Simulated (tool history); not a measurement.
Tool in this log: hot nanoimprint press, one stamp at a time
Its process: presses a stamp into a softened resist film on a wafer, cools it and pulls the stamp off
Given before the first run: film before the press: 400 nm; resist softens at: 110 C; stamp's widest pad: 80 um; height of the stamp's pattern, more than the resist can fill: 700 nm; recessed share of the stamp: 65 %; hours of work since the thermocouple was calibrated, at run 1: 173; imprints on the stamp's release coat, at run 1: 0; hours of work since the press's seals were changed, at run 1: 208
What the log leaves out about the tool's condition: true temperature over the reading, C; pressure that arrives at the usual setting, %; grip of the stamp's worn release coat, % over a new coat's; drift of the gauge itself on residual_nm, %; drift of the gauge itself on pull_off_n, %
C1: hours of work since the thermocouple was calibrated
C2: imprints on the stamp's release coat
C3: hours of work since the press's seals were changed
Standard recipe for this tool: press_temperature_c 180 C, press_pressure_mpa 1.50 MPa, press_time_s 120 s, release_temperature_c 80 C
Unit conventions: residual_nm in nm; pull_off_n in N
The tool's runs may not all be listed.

{"run": 1, "hour": 0.0, "press_temperature_c": 180, "press_pressure_mpa": 1.5, "press_time_s": 120, "release_temperature_c": 80, "C1": 173, "C2": 0, "C3": 208, "residual_nm": 233.8, "pull_off_n": 228.6}
{"run": 2, "hour": 4.9, "press_temperature_c": 180, "press_pressure_mpa": 1.5, "press_time_s": 120, "release_temperature_c": 80, "C1": 177, "C2": 19, "C3": 211, "residual_nm": 233.3, "pull_off_n": 228.0}
{"run": 3, "hour": 9.9, "press_temperature_c": 180, "press_pressure_mpa": 1.5, "press_time_s": 120, "release_temperature_c": 80, "C1": 180, "C2": 39, "C3": 215, "residual_nm": 233.2, "pull_off_n": 229.1}
{"run": 4, "hour": 14.8, "press_temperature_c": 180, "press_pressure_mpa": 1.5, "press_time_s": 120, "release_temperature_c": 80, "C1": 184, "C2": 58, "C3": 219, "residual_nm": 233.5, "pull_off_n": 231.2}
{"run": 5, "hour": 22.4, "press_temperature_c": 180, "press_pressure_mpa": 1.5, "press_time_s": 120, "release_temperature_c": 80, "C1": 189, "C2": 88, "C3": 224, "residual_nm": 234.2, "pull_off_n": 228.8}
{"run": 6, "hour": 27.7, "press_temperature_c": 180, "press_pressure_mpa": 1.5, "press_time_s": 120, "release_temperature_c": 80, "C1": 193, "C2": 109, "C3": 228, "residual_nm": 232.6, "pull_off_n": 231.1}
{"run": 7, "hour": 34.3, "press_temperature_c": 180, "press_pressure_mpa": 1.5, "press_time_s": 120, "release_temperature_c": 80, "C1": 198, "C2": 134, "C3": 233, "residual_nm": 232.6, "pull_off_n": 230.5}
{"run": 8, "hour": 43.5, "press_temperature_c": 180, "press_pressure_mpa": 1.5, "press_time_s": 120, "release_temperature_c": 80, "C1": 205, "C2": 170, "C3": 240, "residual_nm": 233.0, "pull_off_n": 232.6}
{"run": 9, "hour": 51.0, "press_temperature_c": 185, "press_pressure_mpa": 1.5, "press_time_s": 120, "release_temperature_c": 80, "C1": 210, "C2": 200, "C3": 245, "residual_nm": 201.4, "pull_off_n": 233.0}
{"run": 10, "hour": 56.3, "press_temperature_c": 185, "press_pressure_mpa": 1.5, "press_time_s": 120, "release_temperature_c": 80, "C1": 214, "C2": 221, "C3": 249, "residual_nm": 200.7, "pull_off_n": 231.5}
{"run": 11, "hour": 65.3, "press_temperature_c": 185, "press_pressure_mpa": 1.5, "press_time_s": 120, "release_temperature_c": 80, "C1": 221, "C2": 255, "C3": 255, "residual_nm": 200.6, "pull_off_n": 233.8}
{"run": 12, "hour": 72.8, "press_temperature_c": 185, "press_pressure_mpa": 1.5, "press_time_s": 120, "release_temperature_c": 80, "C1": 226, "C2": 285, "C3": 261, "residual_nm": 201.1, "pull_off_n": 233.9}
{"run": 13, "hour": 79.8, "press_temperature_c": 180, "press_pressure_mpa": 1.5, "press_time_s": 90, "release_temperature_c": 80, "C1": 231, "C2": 312, "C3": 266, "residual_nm": 253.2, "pull_off_n": 233.2}
{"run": 14, "hour": 84.6, "press_temperature_c": 180, "press_pressure_mpa": 1.5, "press_time_s": 120, "release_temperature_c": 80, "C1": 235, "C2": 331, "C3": 270, "residual_nm": 231.8, "pull_off_n": 233.2}
{"run": 15, "hour": 91.0, "press_temperature_c": 180, "press_pressure_mpa": 1.5, "press_time_s": 120, "release_temperature_c": 80, "C1": 239, "C2": 356, "C3": 274, "residual_nm": 232.1, "pull_off_n": 235.4}
{"run": 16, "hour": 100.9, "press_temperature_c": 180, "press_pressure_mpa": 1.93, "press_time_s": 120, "release_temperature_c": 80, "C1": 247, "C2": 395, "C3": 281, "residual_nm": 210.7, "pull_off_n": 233.7}
{"run": 17, "hour": 107.4, "press_temperature_c": 180, "press_pressure_mpa": 2.08, "press_time_s": 118, "release_temperature_c": 83, "C1": 251, "C2": 420, "C3": 286, "residual_nm": 204.2, "pull_off_n": 219.9}
{"run": 18, "hour": 113.4, "press_temperature_c": 184, "press_pressure_mpa": 1.93, "press_time_s": 120, "release_temperature_c": 80, "C1": 256, "C2": 444, "C3": 291, "residual_nm": 184.8, "pull_off_n": 237.2}
{"run": 19, "hour": 121.3, "press_temperature_c": 188, "press_pressure_mpa": 1.93, "press_time_s": 120, "release_temperature_c": 80, "C1": 262, "C2": 475, "C3": 296, "residual_nm": 163.2, "pull_off_n": 236.0}
{"run": 20, "hour": 126.2, "press_temperature_c": 188, "press_pressure_mpa": 1.93, "press_time_s": 120, "release_temperature_c": 80, "C1": 265, "C2": 493, "C3": 300, "residual_nm": 163.4, "pull_off_n": 236.1}
{"run": 21, "hour": 131.7, "press_temperature_c": 188, "press_pressure_mpa": 1.93, "press_time_s": 120, "release_temperature_c": 80, "C1": 269, "C2": 515, "C3": 304, "residual_nm": 164.0, "pull_off_n": 238.0}
{"hour": 143.3, "done": "stamp cleaned and given a new release coat"}
{"run": 22, "hour": 145.0, "press_temperature_c": 188, "press_pressure_mpa": 1.93, "press_time_s": 120, "release_temperature_c": 80, "C1": 275, "C2": 7, "C3": 309, "residual_nm": 162.9, "pull_off_n": 226.7}
{"run": 23, "hour": 152.7, "press_temperature_c": 183, "press_pressure_mpa": 1.74, "press_time_s": 209, "release_temperature_c": 79, "C1": 280, "C2": 37, "C3": 315, "residual_nm": 162.7, "pull_off_n": 232.8}
{"run": 24, "hour": 161.5, "press_temperature_c": 183, "press_pressure_mpa": 1.74, "press_time_s": 209, "release_temperature_c": 79, "C1": 287, "C2": 71, "C3": 321, "residual_nm": 161.4, "pull_off_n": 231.4}
{"run": 25, "hour": 169.1, "press_temperature_c": 183, "press_pressure_mpa": 1.74, "press_time_s": 209, "release_temperature_c": 79, "C1": 292, "C2": 101, "C3": 327, "residual_nm": 162.0, "pull_off_n": 232.3}
{"run": 26, "hour": 175.7, "press_temperature_c": 182, "press_pressure_mpa": 1.44, "press_time_s": 63, "release_temperature_c": 87, "C1": 297, "C2": 127, "C3": 332, "residual_nm": 268.5, "pull_off_n": 193.6}
{"run": 27, "hour": 182.3, "press_temperature_c": 171, "press_pressure_mpa": 1.24, "press_time_s": 120, "release_temperature_c": 83, "C1": 302, "C2": 152, "C3": 337, "residual_nm": 307.3, "pull_off_n": 215.5}
{"run": 28, "hour": 191.9, "press_temperature_c": 190, "press_pressure_mpa": 0.95, "press_time_s": 151, "release_temperature_c": 71, "C1": 309, "C2": 190, "C3": 344, "residual_nm": 195.3, "pull_off_n": 276.0}
{"run": 29, "hour": 200.5, "press_temperature_c": 181, "press_pressure_mpa": 1.28, "press_time_s": 90, "release_temperature_c": 68, "C1": 315, "C2": 223, "C3": 350, "residual_nm": 258.9, "pull_off_n": 293.4}
{"run": 30, "hour": 208.6, "press_temperature_c": 188, "press_pressure_mpa": 1.5, "press_time_s": 120, "release_temperature_c": 85, "C1": 321, "C2": 255, "C3": 356, "residual_nm": 183.3, "pull_off_n": 207.0}

How the hidden state differs across the entries between the runs, from the last listed run before each to the first after it:
Runs 21 to 22: stamp cleaned and given a new release coat (hour 143.3)
  true temperature over the reading, C: 0.81 -> 0.83; pressure that arrives at the usual setting, %: 99.43 -> 99.42; grip of the stamp's worn release coat, % over a new coat's: 4.5 -> 0.1
  what was measured, less what the result would be without the hidden state, residual_nm: -3.6 -> -3.7 nm; pull_off_n: +6.2 -> -4.0 N
